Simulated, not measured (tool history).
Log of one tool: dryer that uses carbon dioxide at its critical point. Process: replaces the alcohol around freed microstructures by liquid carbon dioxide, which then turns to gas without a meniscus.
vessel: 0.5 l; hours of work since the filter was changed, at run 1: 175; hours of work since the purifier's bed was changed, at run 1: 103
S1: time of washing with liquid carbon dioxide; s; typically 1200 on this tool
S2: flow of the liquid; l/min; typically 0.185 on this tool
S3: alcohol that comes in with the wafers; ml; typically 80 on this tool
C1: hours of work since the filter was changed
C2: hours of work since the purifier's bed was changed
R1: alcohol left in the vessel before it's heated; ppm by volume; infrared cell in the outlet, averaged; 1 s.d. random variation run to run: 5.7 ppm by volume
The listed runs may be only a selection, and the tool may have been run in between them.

Run 1, hour 0.0: usual settings; C1 175; C2 103. Result: R1 265 ppm by volume.
Run 2, hour 6.9: usual settings; C1 180; C2 107. Result: R1 279 ppm by volume.
Run 3, hour 17.8: usual settings; C1 187; C2 115. Result: R1 277 ppm by volume.
Run 4, hour 23.2: usual settings; C1 191; C2 119. Result: R1 279 ppm by volume.
Run 5, hour 36.1: usual settings; C1 200; C2 127. Result: R1 273 ppm by volume.
Run 6, hour 43.1: usual settings; C1 205; C2 132. Result: R1 276 ppm by volume.
Run 7, hour 52.8: usual settings but S1 1920 s; C1 211; C2 139. Result: R1 24 ppm by volume.
Run 8, hour 65.4: usual settings but S1 1920 s; C1 220; C2 147. Result: R1 16 ppm by volume.
Run 9, hour 74.8: usual settings but S1 1920 s; C1 226; C2 154. Result: R1 18 ppm by volume.
Run 10, hour 82.6: usual settings but S1 1920 s; C1 231; C2 159. Result: R1 20 ppm by volume.
Run 11, hour 90.6: usual settings but S1 1920 s; C1 237; C2 164. Result: R1 16 ppm by volume.
Run 12, hour 103.2: usual settings but S1 1920 s; C1 245; C2 173. Result: R1 20 ppm by volume.
Run 13, hour 114.7: usual settings but S1 1920 s; C1 253; C2 181. Result: R1 32 ppm by volume.
Run 14, hour 122.7: usual settings but S3 91 ml; C1 259; C2 186. Result: R1 346 ppm by volume.
Run 15, hour 128.6: usual settings but S3 91 ml; C1 263; C2 190. Result: R1 363 ppm by volume.
Run 16, hour 135.6: usual settings but S3 91 ml; C1 267; C2 195. Result: R1 363 ppm by volume.
Run 17, hour 147.7: usual settings but S3 91 ml; C1 276; C2 203. Result: R1 374 ppm by volume.
Run 18, hour 154.8: usual settings but S3 91 ml; C1 280; C2 208. Result: R1 379 ppm by volume.
Run 19, hour 163.7: usual settings but S3 91 ml; C1 286; C2 214. Result: R1 385 ppm by volume.
Run 20, hour 176.7: usual settings; C1 295; C2 223. Result: R1 344 ppm by volume.
Run 21, hour 188.9: usual settings; C1 304; C2 231. Result: R1 347 ppm by volume.
Run 22, hour 200.1: usual settings but S2 0.291 l/min; C1 311; C2 239. Result: R1 34 ppm by volume.
Run 23, hour 213.2: usual settings but S2 0.112 l/min; C1 320; C2 248. Result: R1 4032 ppm by volume.
Run 24, hour 219.1: usual settings but S2 0.112 l/min; C1 324; C2 252. Result: R1 4139 ppm by volume.
Run 25, hour 226.2: usual settings but S1 900 s, S2 0.237 l/min, S3 23 ml; C1 329; C2 256. Result: R1 152 ppm by volume.
Run 26, hour 232.7: usual settings but S1 1620 s, S2 0.233 l/min, S3 39 ml; C1 333; C2 261. Result: R1 28 ppm by volume.
Run 27, hour 238.5: usual settings but S2 0.285 l/min, S3 62 ml; C1 337; C2 265. Result: R1 33 ppm by volume.
Run 28, hour 244.0: usual settings but S2 0.285 l/min, S3 62 ml; C1 341; C2 269. Result: R1 33 ppm by volume.
Run 29, hour 254.4: usual settings but S1 1140 s, S2 0.285 l/min, S3 62 ml; C1 348; C2 276. Result: R1 34 ppm by volume.
Run 30, hour 262.0: usual settings but S1 1140 s, S2 0.285 l/min, S3 62 ml; C1 353; C2 281. Result: R1 47 ppm by volume.
Run 31, hour 269.1: usual settings but S1 1380 s; C1 358; C2 286. Result: R1 164 ppm by volume.
Run 32, hour 275.1: usual settings but S1 1140 s, S3 118 ml; C1 362; C2 290. Result: R1 762 ppm by volume.
Run 33, hour 287.2: usual settings but S1 720 s, S3 43 ml; C1 370; C2 298. Result: R1 2284 ppm by volume.
Run 34, hour 295.9: usual settings but S1 720 s, S2 0.192 l/min, S3 43 ml; C1 376; C2 304. Result: R1 2092 ppm by volume.
Run 35, hour 303.9: usual settings but S1 1080 s, S2 0.170 l/min; C1 382; C2 309. Result: R1 1102 ppm by volume.
Run 36, hour 314.2: usual settings but S1 1080 s, S2 0.170 l/min; C1 389; C2 316. Result: R1 1160 ppm by volume.
Run 37, hour 323.9: usual settings but S1 1080 s, S2 0.115 l/min, S3 29 ml; C1 395; C2 323. Result: R1 2155 ppm by volume.
Run 38, hour 330.1: usual settings but S1 1080 s, S2 0.122 l/min; C1 400; C2 327. Result: R1 4805 ppm by volume.
Run 39, hour 336.2: usual settings but S1 1680 s, S2 0.122 l/min; C1 404; C2 331. Result: R1 709 ppm by volume.
Run 40, hour 343.7: usual settings but S3 82 ml; C1 409; C2 336. Result: R1 458 ppm by volume.
Run 41, hour 351.1: usual settings but S2 0.238 l/min, S3 44 ml; C1 414; C2 341. Result: R1 72 ppm by volume.
Run 42, hour 364.4: usual settings but S1 900 s, S2 0.199 l/min, S3 69 ml; C1 423; C2 350. Result: R1 1150 ppm by volume.
Run 43, hour 374.0: usual settings but S1 1020 s, S2 0.164 l/min; C1 429; C2 357. Result: R1 1896 ppm by volume.
Run 44, hour 379.9: usual settings but S1 1020 s, S2 0.164 l/min; C1 433; C2 361. Result: R1 1938 ppm by volume.
Run 45, hour 386.7: usual settings but S1 1860 s, S2 0.133 l/min; C1 438; C2 366. Result: R1 272 ppm by volume.
Run 46, hour 395.4: usual settings but S1 1860 s, S2 0.133 l/min, S3 95 ml; C1 444; C2 371. Result: R1 325 ppm by volume.
Run 47, hour 404.9: usual settings but S2 0.119 l/min, S3 25 ml; C1 450; C2 378. Result: R1 1231 ppm by volume.

Predict each of these 4 candidate next runs independently; none follows another, all start after run 47:
Run A, hour 411.3: usual settings but S3 85 ml; C1 455; C2 382. Result: R1 ?.
Run B, hour 411.3: usual settings but S1 1020 s, S3 82 ml; C1 455; C2 382. Result: R1 ?.
Run C, hour 411.3: usual settings but S2 0.145 l/min; C1 455; C2 382. Result: R1 ?.
Run D, hour 411.3: usual settings but S1 780 s, S2 0.119 l/min, S3 27 ml; C1 455; C2 382. Result: R1 ?.

run    R1
  A   506
  B  1164
  C  1657
  D  4791
Stripped of hidden state, with their random variation kept, the same runs would have yielded:
run    R1
  A   189
  B   506
  C   776
  D  3202

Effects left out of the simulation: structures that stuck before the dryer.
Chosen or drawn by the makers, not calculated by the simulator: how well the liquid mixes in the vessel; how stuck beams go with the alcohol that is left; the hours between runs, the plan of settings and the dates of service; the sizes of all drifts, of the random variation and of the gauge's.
